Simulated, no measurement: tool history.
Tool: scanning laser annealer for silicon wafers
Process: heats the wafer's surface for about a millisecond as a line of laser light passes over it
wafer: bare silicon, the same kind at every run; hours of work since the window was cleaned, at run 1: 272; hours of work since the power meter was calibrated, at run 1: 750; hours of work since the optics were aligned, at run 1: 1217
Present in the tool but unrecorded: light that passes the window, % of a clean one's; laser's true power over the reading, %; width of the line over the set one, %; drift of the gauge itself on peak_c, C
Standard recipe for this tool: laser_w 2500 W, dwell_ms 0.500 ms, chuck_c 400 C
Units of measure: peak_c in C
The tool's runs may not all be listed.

run,hour,laser_w,dwell_ms,chuck_c,hours of work since the window was cleaned,hours of work since the power meter was calibrated,hours of work since the optics were aligned,peak_c
1,0.0,2500,0.500,400,272,750,1217,1210
2,23.2,2500,0.500,400,285,762,1229,1209
3,56.8,2500,0.500,400,303,781,1247,1209
4,74.8,2500,0.500,400,312,790,1257,1207
5,107.5,2500,0.500,400,330,808,1275,1207
6,132.8,2156,0.500,400,344,822,1288,1088
7,157.0,2156,0.500,400,357,835,1302,1087
# hour 164.5: optics aligned, line set to its width
8,191.2,2500,0.500,400,373,851,14,1200
9,227.6,2500,0.500,400,392,870,34,1197
10,253.9,2500,0.500,400,406,884,48,1193
# hour 285.8: optics aligned, line set to its width, once more
11,287.9,2500,0.500,400,422,900,1,1216
12,304.6,2500,0.500,400,431,909,10,1214
13,329.1,2661,0.500,375,444,922,23,1249
14,358.0,2661,0.500,375,460,938,39,1245
15,393.6,2151,0.549,412,479,957,58,1136
16,414.8,2425,0.396,400,491,969,70,1090
17,446.3,2425,0.396,400,508,986,87,1087
18,470.7,2425,0.396,400,521,999,100,1089
19,505.4,2425,0.396,400,540,1018,119,1088
20,540.3,2406,0.617,439,558,1036,137,1303
21,554.9,2406,0.617,439,566,1044,145,1304

What if the next run were any one of these 4? Each begins from the tool's condition after run 21:
A,582.0,2521,0.404,422,581,1059,160,?
B,582.0,2675,0.617,439,581,1059,160,?
C,582.0,2261,0.500,422,581,1059,160,?
D,582.0,2411,0.617,439,581,1059,160,?

run,peak_c
A,1144
B,1413
C,1142
D,1305
With the hidden condition removed and each run's random variation left untouched, the same runs would have given:
run,peak_c
A,1179
B,1460
C,1177
D,1346
